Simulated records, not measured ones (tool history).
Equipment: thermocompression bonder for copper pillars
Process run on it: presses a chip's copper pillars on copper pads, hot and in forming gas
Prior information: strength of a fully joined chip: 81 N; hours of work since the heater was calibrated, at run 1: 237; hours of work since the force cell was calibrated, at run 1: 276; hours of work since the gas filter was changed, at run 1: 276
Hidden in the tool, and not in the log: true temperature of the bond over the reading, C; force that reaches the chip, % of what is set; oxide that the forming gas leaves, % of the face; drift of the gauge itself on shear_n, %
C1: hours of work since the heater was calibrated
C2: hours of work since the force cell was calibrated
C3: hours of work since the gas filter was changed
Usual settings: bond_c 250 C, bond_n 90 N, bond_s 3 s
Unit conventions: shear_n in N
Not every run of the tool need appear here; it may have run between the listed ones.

Run 1, hour 0.0: usual settings; C1 237; C2 276; C3 276. Result: shear_n 29.4 N.
Run 2, hour 10.6: usual settings; C1 245; C2 284; C3 284. Result: shear_n 29.4 N.
Run 3, hour 21.8: usual settings; C1 253; C2 292; C3 292. Result: shear_n 28.7 N.
Run 4, hour 36.2: usual settings; C1 263; C2 302; C3 302. Result: shear_n 28.9 N.
Run 5, hour 46.3: usual settings; C1 271; C2 310; C3 310. Result: shear_n 29.1 N.
Run 6, hour 59.8: usual settings; C1 280; C2 319; C3 319. Result: shear_n 29.0 N.
Run 7, hour 74.9: usual settings but bond_c 273 C; C1 291; C2 330; C3 330. Result: shear_n 36.3 N.
Run 8, hour 86.7: usual settings but bond_c 273 C; C1 299; C2 338; C3 338. Result: shear_n 36.1 N.
At hour 89.0: forming gas filter changed.
Run 9, hour 96.3: usual settings but bond_c 273 C; C1 306; C2 345; C3 5. Result: shear_n 39.0 N.
Run 10, hour 109.1: usual settings but bond_c 273 C, bond_n 57 N; C1 315; C2 354; C3 14. Result: shear_n 30.8 N.
Run 11, hour 124.2: usual settings; C1 326; C2 365; C3 25. Result: shear_n 31.4 N.
Run 12, hour 143.6: usual settings; C1 340; C2 379; C3 39. Result: shear_n 31.4 N.
Run 13, hour 157.0: usual settings but bond_n 117 N; C1 349; C2 388; C3 49. Result: shear_n 35.9 N.
Run 14, hour 170.2: usual settings but bond_n 73 N; C1 359; C2 398; C3 58. Result: shear_n 27.7 N.
Run 15, hour 186.1: usual settings but bond_n 61 N; C1 370; C2 409; C3 69. Result: shear_n 24.8 N.
Run 16, hour 206.7: usual settings but bond_c 227 C, bond_n 61 N; C1 385; C2 424; C3 84. Result: shear_n 18.9 N.
Run 17, hour 222.2: usual settings but bond_c 227 C, bond_n 61 N; C1 396; C2 435; C3 95. Result: shear_n 19.0 N.
Run 18, hour 238.0: usual settings but bond_c 274 C; C1 407; C2 446; C3 107. Result: shear_n 38.8 N.
Run 19, hour 251.5: usual settings but bond_s 5 s; C1 417; C2 456; C3 116. Result: shear_n 37.4 N.
Run 20, hour 270.6: usual settings; C1 431; C2 470; C3 130. Result: shear_n 30.7 N.
Run 21, hour 290.7: usual settings; C1 445; C2 484; C3 144. Result: shear_n 30.5 N.
Run 22, hour 305.1: usual settings; C1 455; C2 494; C3 155. Result: shear_n 30.5 N.
Run 23, hour 315.1: usual settings but bond_n 73 N; C1 462; C2 501; C3 162. Result: shear_n 27.0 N.
Run 24, hour 330.0: usual settings but bond_n 125 N, bond_s 4 s; C1 473; C2 512; C3 172. Result: shear_n 40.4 N.
Run 25, hour 345.4: usual settings but bond_c 238 C, bond_n 117 N; C1 484; C2 523; C3 183. Result: shear_n 31.4 N.
Run 26, hour 360.0: usual settings but bond_c 259 C, bond_n 95 N, bond_s 5 s; C1 495; C2 534; C3 194. Result: shear_n 41.1 N.
Run 27, hour 375.1: usual settings but bond_c 276 C, bond_n 63 N, bond_s 2 s; C1 505; C2 544; C3 205. Result: shear_n 27.4 N.
Run 28, hour 386.4: usual settings but bond_c 278 C, bond_n 108 N, bond_s 7 s; C1 514; C2 553; C3 213. Result: shear_n 54.9 N.
Run 29, hour 403.4: usual settings but bond_c 227 C, bond_n 55 N, bond_s 9 s; C1 526; C2 565; C3 225. Result: shear_n 27.6 N.
Run 30, hour 419.7: usual settings but bond_c 270 C; C1 537; C2 576; C3 237. Result: shear_n 36.5 N.
Run 31, hour 430.8: usual settings but bond_c 270 C, bond_n 107 N, bond_s 5 s; C1 545; C2 584; C3 245. Result: shear_n 47.0 N.
Run 32, hour 445.9: usual settings but bond_c 270 C, bond_n 107 N, bond_s 5 s; C1 556; C2 595; C3 255. Result: shear_n 46.8 N.
Run 33, hour 462.0: usual settings but bond_c 262 C, bond_n 59 N, bond_s 7 s; C1 568; C2 607; C3 267. Result: shear_n 36.9 N.
Run 34, hour 472.5: usual settings but bond_c 280 C, bond_n 121 N, bond_s 8 s; C1 575; C2 614; C3 274. Result: shear_n 58.9 N.
Run 35, hour 484.2: usual settings but bond_c 280 C, bond_n 121 N, bond_s 8 s; C1 584; C2 623; C3 283. Result: shear_n 58.7 N.
Run 36, hour 497.2: usual settings but bond_n 89 N, bond_s 6 s; C1 593; C2 632; C3 292. Result: shear_n 38.0 N.
Run 37, hour 505.9: usual settings but bond_c 239 C, bond_n 95 N, bond_s 6 s; C1 599; C2 638; C3 298. Result: shear_n 35.2 N.
Run 38, hour 515.7: usual settings but bond_c 257 C, bond_n 102 N, bond_s 2 s; C1 606; C2 645; C3 305. Result: shear_n 29.1 N.
Run 39, hour 530.7: usual settings but bond_c 257 C, bond_n 102 N, bond_s 2 s; C1 617; C2 656; C3 316. Result: shear_n 29.0 N.

Alternative continuations, all from the tool just after run 39; predict every row:
Run A, hour 543.0: usual settings but bond_c 257 C, bond_n 69 N, bond_s 2 s; C1 626; C2 665; C3 325. Result: shear_n ?.
Run B, hour 543.0: usual settings but bond_n 60 N, bond_s 6 s; C1 626; C2 665; C3 325. Result: shear_n ?.
Run C, hour 543.0: usual settings but bond_s 2 s; C1 626; C2 665; C3 325. Result: shear_n ?.
Run D, hour 543.0: usual settings but bond_c 257 C, bond_n 64 N, bond_s 7 s; C1 626; C2 665; C3 325. Result: shear_n ?.
Run E, hour 543.0: usual settings but bond_n 65 N; C1 626; C2 665; C3 325. Result: shear_n ?.

run  shear_n
  A     23.0
  B     30.7
  C     25.4
  D     36.5
  E     25.0
Had the tool no hidden state, the same runs would have come out as:
run  shear_n
  A     23.8
  B     31.8
  C     26.2
  D     37.9
  E     25.7

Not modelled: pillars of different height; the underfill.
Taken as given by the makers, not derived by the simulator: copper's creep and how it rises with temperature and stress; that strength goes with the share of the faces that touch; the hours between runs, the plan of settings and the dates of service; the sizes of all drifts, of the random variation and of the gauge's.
